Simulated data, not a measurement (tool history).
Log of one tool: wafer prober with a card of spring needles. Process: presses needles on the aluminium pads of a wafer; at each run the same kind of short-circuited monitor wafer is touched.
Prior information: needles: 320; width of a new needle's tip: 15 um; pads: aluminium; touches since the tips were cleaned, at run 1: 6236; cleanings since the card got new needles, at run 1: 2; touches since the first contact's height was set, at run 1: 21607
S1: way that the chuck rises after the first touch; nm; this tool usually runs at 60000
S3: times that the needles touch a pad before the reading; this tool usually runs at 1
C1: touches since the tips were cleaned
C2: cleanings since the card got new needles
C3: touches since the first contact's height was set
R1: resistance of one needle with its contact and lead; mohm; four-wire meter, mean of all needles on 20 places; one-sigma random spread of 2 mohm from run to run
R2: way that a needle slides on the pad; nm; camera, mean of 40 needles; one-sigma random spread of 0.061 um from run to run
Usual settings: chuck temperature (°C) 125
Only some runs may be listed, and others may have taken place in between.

run 1 hour=0 | S1=60000 chuck_temperature_(°C)=125 S3=1 | C1=6236 C2=2 C3=21607 | R1=213 R2=12000
-- hour=1.9 tips cleaned on abrasive film
run 2 hour=11 | S1=60000 chuck_temperature_(°C)=27 S3=1 | C1=2546 C2=3 C3=24662 | R1=191 R2=12100
-- hour=25.5 tips cleaned on abrasive film
run 3 hour=30.7 | S1=60000 chuck_temperature_(°C)=27 S3=1 | C1=1434 C2=4 C3=30146 | R1=193 R2=12110
run 4 hour=45 | S1=60000 chuck_temperature_(°C)=27 S3=1 | C1=5455 C2=4 C3=34167 | R1=191 R2=12190
-- hour=48.8 tips cleaned on abrasive film
run 5 hour=60.1 | S1=60000 chuck_temperature_(°C)=27 S3=1 | C1=3162 C2=5 C3=38359 | R1=192 R2=12160
-- hour=71.5 tips cleaned on abrasive film
run 6 hour=74.5 | S1=60000 chuck_temperature_(°C)=27 S3=1 | C1=860 C2=6 C3=42394 | R1=194 R2=12140
run 7 hour=91.7 | S1=52000 chuck_temperature_(°C)=27 S3=1 | C1=5658 C2=6 C3=47192 | R1=198 R2=10460
-- hour=95 tips cleaned on abrasive film
run 8 hour=106.5 | S1=52000 chuck_temperature_(°C)=96 S3=1 | C1=3221 C2=7 C3=51334 | R1=216 R2=10590
-- hour=118.1 tips cleaned on abrasive film
run 9 hour=121 | S1=52000 chuck_temperature_(°C)=96 S3=2 | C1=805 C2=8 C3=55358 | R1=209 R2=10550
run 10 hour=137.2 | S1=60000 chuck_temperature_(°C)=125 S3=1 | C1=5357 C2=8 C3=59910 | R1=213 R2=12220
-- hour=141.4 tips cleaned on abrasive film
run 11 hour=154 | S1=60000 chuck_temperature_(°C)=125 S3=1 | C1=3535 C2=9 C3=64594 | R1=216 R2=12190
-- hour=164.3 tips cleaned on abrasive film
run 12 hour=166 | S1=52000 chuck_temperature_(°C)=125 S3=1 | C1=472 C2=10 C3=67922 | R1=220 R2=10570
run 13 hour=181.9 | S1=52000 chuck_temperature_(°C)=49 S3=1 | C1=4924 C2=10 C3=72374 | R1=201 R2=10680
-- hour=187 tips cleaned on abrasive film
run 14 hour=192.5 | S1=64000 chuck_temperature_(°C)=125 S3=1 | C1=1552 C2=11 C3=75332 | R1=209 R2=13020
run 15 hour=205.4 | S1=64000 chuck_temperature_(°C)=125 S3=1 | C1=5170 C2=11 C3=78950 | R1=211 R2=13000
-- hour=209.6 tips cleaned on abrasive film
run 16 hour=218.8 | S1=64000 chuck_temperature_(°C)=125 S3=1 | C1=2573 C2=12 C3=82673 | R1=211 R2=12960
run 17 hour=228.4 | S1=64000 chuck_temperature_(°C)=125 S3=1 | C1=5263 C2=12 C3=85363 | R1=214 R2=13110
-- hour=232.3 tips cleaned on abrasive film
run 18 hour=246.2 | S1=64000 chuck_temperature_(°C)=125 S3=1 | C1=3904 C2=13 C3=90317 | R1=213 R2=13030
-- hour=255.7 tips cleaned on abrasive film
run 19 hour=265.6 | S1=80000 chuck_temperature_(°C)=125 S3=1 | C1=2779 C2=14 C3=95725 | R1=207 R2=16370
-- hour=278.4 tips cleaned on abrasive film
run 20 hour=282.2 | S1=51000 chuck_temperature_(°C)=68 S3=2 | C1=1050 C2=15 C3=100350 | R1=206 R2=10510
run 21 hour=300.2 | S1=51000 chuck_temperature_(°C)=95 S3=1 | C1=6108 C2=15 C3=105408 | R1=214 R2=10480
-- hour=301.6 tips cleaned on abrasive film
run 22 hour=313 | S1=51000 chuck_temperature_(°C)=95 S3=1 | C1=3195 C2=16 C3=108955 | R1=214 R2=10440
-- hour=324.9 tips cleaned on abrasive film
run 23 hour=326 | S1=61000 chuck_temperature_(°C)=33 S3=1 | C1=311 C2=17 C3=112570 | R1=192 R2=12400
run 24 hour=334.8 | S1=71000 chuck_temperature_(°C)=39 S3=1 | C1=2787 C2=17 C3=115046 | R1=189 R2=14670
-- hour=347.3 tips cleaned on abrasive film
run 25 hour=354.9 | S1=71000 chuck_temperature_(°C)=39 S3=1 | C1=2122 C2=18 C3=120655 | R1=192 R2=14490
-- hour=370.4 tips cleaned on abrasive film
run 26 hour=372.3 | S1=52000 chuck_temperature_(°C)=71 S3=1 | C1=545 C2=19 C3=125519 | R1=208 R2=10900
run 27 hour=385.9 | S1=52000 chuck_temperature_(°C)=71 S3=1 | C1=4357 C2=19 C3=129331 | R1=207 R2=10670
-- hour=393.6 tips cleaned on abrasive film
run 28 hour=394.8 | S1=52000 chuck_temperature_(°C)=71 S3=1 | C1=354 C2=20 C3=131790 | R1=207 R2=10670
run 29 hour=405.6 | S1=53000 chuck_temperature_(°C)=29 S3=2 | C1=3387 C2=20 C3=134823 | R1=193 R2=10930
-- hour=416.8 tips cleaned on abrasive film
run 30 hour=421.3 | S1=53000 chuck_temperature_(°C)=29 S3=2 | C1=1261 C2=21 C3=139188 | R1=193 R2=10990
run 31 hour=431.3 | S1=53000 chuck_temperature_(°C)=29 S3=2 | C1=4049 C2=21 C3=141976 | R1=195 R2=10950
-- hour=439.5 tips cleaned on abrasive film
run 32 hour=450.8 | S1=77000 chuck_temperature_(°C)=26 S3=2 | C1=3177 C2=22 C3=147430 | R1=186 R2=15780
-- hour=462.3 tips cleaned on abrasive film
run 33 hour=466 | S1=69000 chuck_temperature_(°C)=119 S3=3 | C1=1037 C2=23 C3=151651 | R1=214 R2=14160
-- hour=474.4 gauge calibrated
run 34 hour=478.9 | S1=69000 chuck_temperature_(°C)=119 S3=3 | C1=4672 C2=23 C3=155286 | R1=214 R2=13870

Hidden condition of the tool, last listed run before each entry between runs versus first listed run after:
In the gap between runs 1 and 2: tips cleaned on abrasive film (hour 1.9)
  drift of the gauge itself on scrub_um, %: 0 -> 0.07
  measured less the result without the state, R2: +0 -> +10 nm
In the gap between runs 2 and 3: tips cleaned on abrasive film (hour 25.5)
  drift of the gauge itself on scrub_um, %: 0.07 -> 0.19
  measured less the result without the state, R2: +10 -> +20 nm
In the gap between runs 4 and 5: tips cleaned on abrasive film (hour 48.8)
  drift of the gauge itself on scrub_um, %: 0.28 -> 0.38
  measured less the result without the state, R2: +30 -> +50 nm
In the gap between runs 5 and 6: tips cleaned on abrasive film (hour 71.5)
  drift of the gauge itself on scrub_um, %: 0.38 -> 0.47
  measured less the result without the state, R2: +50 -> +50 nm
In the gap between runs 7 and 8: tips cleaned on abrasive film (hour 95)
  drift of the gauge itself on scrub_um, %: 0.58 -> 0.67
  measured less the result without the state, R2: +60 -> +70 nm
In the gap between runs 8 and 9: tips cleaned on abrasive film (hour 118.1)
  drift of the gauge itself on scrub_um, %: 0.67 -> 0.76
  measured less the result without the state, R2: +70 -> +80 nm
In the gap between runs 10 and 11: tips cleaned on abrasive film (hour 141.4)
  drift of the gauge itself on scrub_um, %: 0.86 -> 0.97
  measured less the result without the state, R2: +100 -> +110 nm
In the gap between runs 11 and 12: tips cleaned on abrasive film (hour 164.3)
  debris on the tips, nm: 0.1 -> 0; drift of the gauge itself on scrub_um, %: 0.97 -> 1.04
  measured less the result without the state, R2: +110 -> +110 nm
In the gap between runs 13 and 14: tips cleaned on abrasive film (hour 187)
  drift of the gauge itself on scrub_um, %: 1.14 -> 1.21
  measured less the result without the state, R2: +120 -> +160 nm
In the gap between runs 15 and 16: tips cleaned on abrasive film (hour 209.6)
  drift of the gauge itself on scrub_um, %: 1.29 -> 1.37
  measured less the result without the state, R2: +170 -> +170 nm
In the gap between runs 17 and 18: tips cleaned on abrasive film (hour 232.3)
  drift of the gauge itself on scrub_um, %: 1.43 -> 1.55
  measured less the result without the state, R2: +190 -> +200 nm
In the gap between runs 18 and 19: tips cleaned on abrasive film (hour 255.7)
  drift of the gauge itself on scrub_um, %: 1.55 -> 1.67
  measured less the result without the state, R2: +200 -> +270 nm
In the gap between runs 19 and 20: tips cleaned on abrasive film (hour 278.4)
  drift of the gauge itself on scrub_um, %: 1.67 -> 1.77
  measured less the result without the state, R2: +270 -> +180 nm
In the gap between runs 21 and 22: tips cleaned on abrasive film (hour 301.6)
  drift of the gauge itself on scrub_um, %: 1.89 -> 1.97
  measured less the result without the state, R2: +190 -> +200 nm
In the gap between runs 22 and 23: tips cleaned on abrasive film (hour 324.9)
  debris on the tips, nm: 0.1 -> 0; drift of the gauge itself on scrub_um, %: 1.97 -> 2.05
  measured less the result without the state, R2: +200 -> +250 nm
In the gap between runs 24 and 25: tips cleaned on abrasive film (hour 347.3)
  drift of the gauge itself on scrub_um, %: 2.1 -> 2.23
  measured less the result without the state, R2: +300 -> +320 nm
In the gap between runs 25 and 26: tips cleaned on abrasive film (hour 370.4)
  debris on the tips, nm: 0.1 -> 0; drift of the gauge itself on scrub_um, %: 2.23 -> 2.34
  measured less the result without the state, R2: +320 -> +240 nm
In the gap between runs 27 and 28: tips cleaned on abrasive film (hour 393.6)
  debris on the tips, nm: 0.1 -> 0; drift of the gauge itself on scrub_um, %: 2.42 -> 2.48
  measured less the result without the state, R2: +250 -> +260 nm
In the gap between runs 29 and 30: tips cleaned on abrasive film (hour 416.8)
  drift of the gauge itself on scrub_um, %: 2.55 -> 2.65
  measured less the result without the state, R2: +270 -> +280 nm
In the gap between runs 31 and 32: tips cleaned on abrasive film (hour 439.5)
  drift of the gauge itself on scrub_um, %: 2.71 -> 2.83
  measured less the result without the state, R2: +290 -> +430 nm
In the gap between runs 32 and 33: tips cleaned on abrasive film (hour 462.3)
  drift of the gauge itself on scrub_um, %: 2.83 -> 2.93
  measured less the result without the state, R2: +430 -> +400 nm
In the gap between runs 33 and 34: gauge calibrated (hour 474.4)
  drift of the gauge itself on scrub_um, %: 2.93 -> 0.03
  measured less the result without the state, R2: +400 -> +0 nm
